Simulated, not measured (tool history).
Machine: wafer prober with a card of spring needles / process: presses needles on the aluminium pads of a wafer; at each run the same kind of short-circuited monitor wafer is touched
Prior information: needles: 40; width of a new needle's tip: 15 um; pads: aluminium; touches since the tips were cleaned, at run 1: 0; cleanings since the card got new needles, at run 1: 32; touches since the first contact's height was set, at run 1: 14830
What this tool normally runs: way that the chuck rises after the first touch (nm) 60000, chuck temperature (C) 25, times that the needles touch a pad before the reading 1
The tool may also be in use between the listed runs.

run	day	way that the chuck rises after the first touch (nm)	chuck temperature (C)	times that the needles touch a pad before the reading	touches since the tips were cleaned	cleanings since the card got new needles	touches since the first contact's height was set	resistance of one needle with its contact and lead (mohm)	way that a needle slides on the pad (nm)
1	0.000	60000	25	1	0	32	14830	110	14920
2	0.183	60000	25	1	2059	32	16889	139	14850
# day 0.425: tips cleaned on abrasive film
3	0.538	60000	25	1	1247	33	20743	128	14800
4	0.817	60000	25	1	4361	33	23857	153	14880
# day 0.854: tips cleaned on abrasive film
5	1.017	60000	25	1	1798	34	26037	135	14820
# day 1.300: tips cleaned on abrasive film
6	1.421	60000	25	1	1325	35	30494	123	14800
7	1.667	60000	25	1	4046	35	33215	150	14740
# day 1.738: tips cleaned on abrasive film
8	2.079	60000	25	1	3784	36	37746	152	14730
# day 2.188: tips cleaned on abrasive film
9	2.388	60000	25	1	2225	37	41135	138	14740
# day 2.617: tips cleaned on abrasive film
10	2.671	60000	25	1	599	38	44259	118	14680
11	2.954	60000	25	1	3738	38	47398	153	14690
# day 3.071: tips cleaned on abrasive film
12	3.200	47000	47	2	1455	39	50091	134	11490
# day 3.500: tips cleaned on abrasive film
13	3.546	58000	79	1	484	40	53881	128	14150
14	3.771	58000	79	1	3017	40	56414	151	14170
# day 3.942: tips cleaned on abrasive film
15	3.942	58000	79	1	0	41	58265	117	14160
16	4.300	60000	47	1	3950	41	62215	154	14610
# day 4.383: tips cleaned on abrasive film
17	4.717	43000	25	1	3667	42	66805	194	10340
# day 4.825: tips cleaned on abrasive film
18	5.008	69000	25	2	2030	43	70011	120	16870

What if the next run were any one of these 4? Each begins from the tool's condition after run 18:
# day 5.267: tips cleaned on abrasive film
A	5.279	77000	99	1	163	44	72993	?	?
# day 5.267: tips cleaned on abrasive film
B	5.279	69000	55	2	163	44	72993	?	?
# day 5.267: tips cleaned on abrasive film
C	5.279	69000	25	2	163	44	72993	?	?
# day 5.267: tips cleaned on abrasive film
D	5.279	45000	64	2	163	44	72993	?	?

run	resistance of one needle with its contact and lead (mohm)	way that a needle slides on the pad (nm)
A	121	18680
B	115	16850
C	110	16850
D	125	10760
The same runs, with their run-to-run variation unchanged, on a tool lacking any hidden condition would have given:
run	resistance of one needle with its contact and lead (mohm)	way that a needle slides on the pad (nm)
A	115	19080
B	110	17250
C	105	17250
D	116	11160

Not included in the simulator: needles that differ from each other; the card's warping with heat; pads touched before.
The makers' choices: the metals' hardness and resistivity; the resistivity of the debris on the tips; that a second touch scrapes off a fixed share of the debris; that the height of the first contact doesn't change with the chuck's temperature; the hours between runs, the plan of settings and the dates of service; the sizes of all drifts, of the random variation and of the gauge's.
